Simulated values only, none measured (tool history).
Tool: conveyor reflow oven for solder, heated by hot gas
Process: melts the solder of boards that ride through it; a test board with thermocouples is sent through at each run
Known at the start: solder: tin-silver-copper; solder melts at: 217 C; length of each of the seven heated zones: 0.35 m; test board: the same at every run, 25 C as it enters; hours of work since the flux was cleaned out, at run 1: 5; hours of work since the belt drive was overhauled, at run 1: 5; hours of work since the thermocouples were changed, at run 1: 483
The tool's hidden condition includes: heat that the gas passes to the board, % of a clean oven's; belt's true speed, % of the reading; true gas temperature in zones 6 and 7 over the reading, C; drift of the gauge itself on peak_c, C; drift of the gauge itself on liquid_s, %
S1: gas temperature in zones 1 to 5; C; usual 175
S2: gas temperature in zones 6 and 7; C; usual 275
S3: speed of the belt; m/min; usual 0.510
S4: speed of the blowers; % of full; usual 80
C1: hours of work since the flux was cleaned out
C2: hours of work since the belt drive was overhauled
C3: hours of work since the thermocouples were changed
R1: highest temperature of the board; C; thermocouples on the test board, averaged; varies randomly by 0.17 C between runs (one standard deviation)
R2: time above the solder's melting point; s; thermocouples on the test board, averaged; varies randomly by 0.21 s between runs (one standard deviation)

Run 1, hour 0.0: usual settings; C1 5; C2 5; C3 483. Result: R1 262.8 C, R2 69.7 s.
Run 2, hour 7.9: usual settings; C1 11; C2 11; C3 489. Result: R1 262.9 C, R2 69.6 s.
Run 3, hour 17.0: usual settings; C1 18; C2 18; C3 497. Result: R1 263.0 C, R2 69.7 s.
Run 4, hour 23.6: usual settings; C1 23; C2 23; C3 502. Result: R1 263.1 C, R2 69.5 s.
Run 5, hour 29.6: usual settings; C1 28; C2 28; C3 507. Result: R1 262.9 C, R2 69.1 s.
Run 6, hour 34.7: usual settings; C1 32; C2 32; C3 511. Result: R1 262.9 C, R2 69.5 s.
Run 7, hour 40.9: usual settings; C1 37; C2 37; C3 516. Result: R1 262.8 C, R2 69.7 s.
Run 8, hour 49.9: usual settings but S4 64 % of full; C1 44; C2 44; C3 523. Result: R1 260.3 C, R2 67.2 s.
Run 9, hour 60.6: usual settings but S4 64 % of full; C1 53; C2 53; C3 531. Result: R1 260.1 C, R2 67.0 s.
Run 10, hour 66.5: usual settings but S4 64 % of full; C1 58; C2 58; C3 536. Result: R1 260.3 C, R2 66.9 s.
Run 11, hour 71.8: usual settings but S4 64 % of full; C1 62; C2 62; C3 540. Result: R1 259.9 C, R2 67.0 s.
At hour 78.6: thermocouples of zones 6 and 7 changed.
Run 12, hour 81.8: usual settings but S4 64 % of full; C1 68; C2 68; C3 3. Result: R1 258.2 C, R2 65.7 s.
Run 13, hour 88.1: usual settings but S1 166 C; C1 73; C2 73; C3 8. Result: R1 259.5 C, R2 64.3 s.
Run 14, hour 94.2: usual settings; C1 78; C2 78; C3 12. Result: R1 260.5 C, R2 68.5 s.
Run 15, hour 103.5: usual settings; C1 86; C2 86; C3 20. Result: R1 260.9 C, R2 68.3 s.
Run 16, hour 110.3: usual settings; C1 91; C2 91; C3 25. Result: R1 260.9 C, R2 68.0 s.
Run 17, hour 121.8: usual settings but S4 63 % of full; C1 100; C2 100; C3 34. Result: R1 257.7 C, R2 65.7 s.
Run 18, hour 131.9: usual settings but S1 187 C, S2 281 C, S3 0.423 m/min, S4 67 % of full; C1 108; C2 108; C3 42. Result: R1 271.2 C, R2 94.1 s.
Run 19, hour 138.5: usual settings but S1 180 C, S2 281 C, S3 0.556 m/min, S4 67 % of full; C1 113; C2 113; C3 48. Result: R1 261.5 C, R2 64.1 s.
Run 20, hour 148.3: usual settings but S1 180 C, S2 281 C, S3 0.556 m/min, S4 67 % of full; C1 121; C2 121; C3 56. Result: R1 261.5 C, R2 64.0 s.
Run 21, hour 159.0: usual settings but S2 289 C, S3 0.430 m/min; C1 130; C2 130; C3 64. Result: R1 278.5 C, R2 90.9 s.
Run 22, hour 169.5: usual settings but S2 266 C, S3 0.430 m/min; C1 138; C2 138; C3 72. Result: R1 256.8 C, R2 79.6 s.
Run 23, hour 178.5: usual settings but S2 266 C, S3 0.430 m/min; C1 145; C2 145; C3 80. Result: R1 257.2 C, R2 80.5 s.
Run 24, hour 184.7: usual settings but S2 266 C, S3 0.430 m/min; C1 150; C2 150; C3 85. Result: R1 257.0 C, R2 80.0 s.
Run 25, hour 192.3: usual settings but S2 288 C, S3 0.541 m/min; C1 156; C2 156; C3 91. Result: R1 270.6 C, R2 68.4 s.
Run 26, hour 198.9: usual settings but S2 288 C, S3 0.441 m/min; C1 162; C2 162; C3 96. Result: R1 276.7 C, R2 88.5 s.
Run 27, hour 207.4: usual settings but S2 288 C, S3 0.441 m/min; C1 168; C2 168; C3 103. Result: R1 276.8 C, R2 88.3 s.
Run 28, hour 218.5: usual settings but S2 288 C, S3 0.441 m/min; C1 177; C2 177; C3 111. Result: R1 277.0 C, R2 88.3 s.
Run 29, hour 227.1: usual settings but S2 269 C, S3 0.569 m/min; C1 184; C2 184; C3 118. Result: R1 252.0 C, R2 55.4 s.
Run 30, hour 233.3: usual settings but S1 185 C, S2 290 C, S3 0.503 m/min, S4 73 % of full; C1 189; C2 189; C3 123. Result: R1 274.9 C, R2 80.0 s.
Run 31, hour 241.0: usual settings but S1 184 C, S2 266 C, S3 0.561 m/min, S4 52 % of full; C1 195; C2 195; C3 129. Result: R1 246.3 C, R2 53.2 s.

Forecast each of these 3 alternatives for the next run:
Run A, hour 252.7: usual settings but S3 0.494 m/min, S4 62 % of full; C1 204; C2 204; C3 139. Result: R1 ?, R2 ?.
Run B, hour 252.7: usual settings but S1 161 C, S2 289 C, S4 67 % of full; C1 204; C2 204; C3 139. Result: R1 ?, R2 ?.
Run C, hour 252.7: usual settings but S3 0.431 m/min, S4 86 % of full; C1 204; C2 204; C3 139. Result: R1 ?, R2 ?.

run     R1    R2
  A  258.7  68.1
  B  268.3  67.4
  C  265.9  85.3
Without the tool's unlogged condition, the same runs would have read:
run     R1    R2
  A  259.5  68.7
  B  269.5  68.0
  C  266.5  85.7
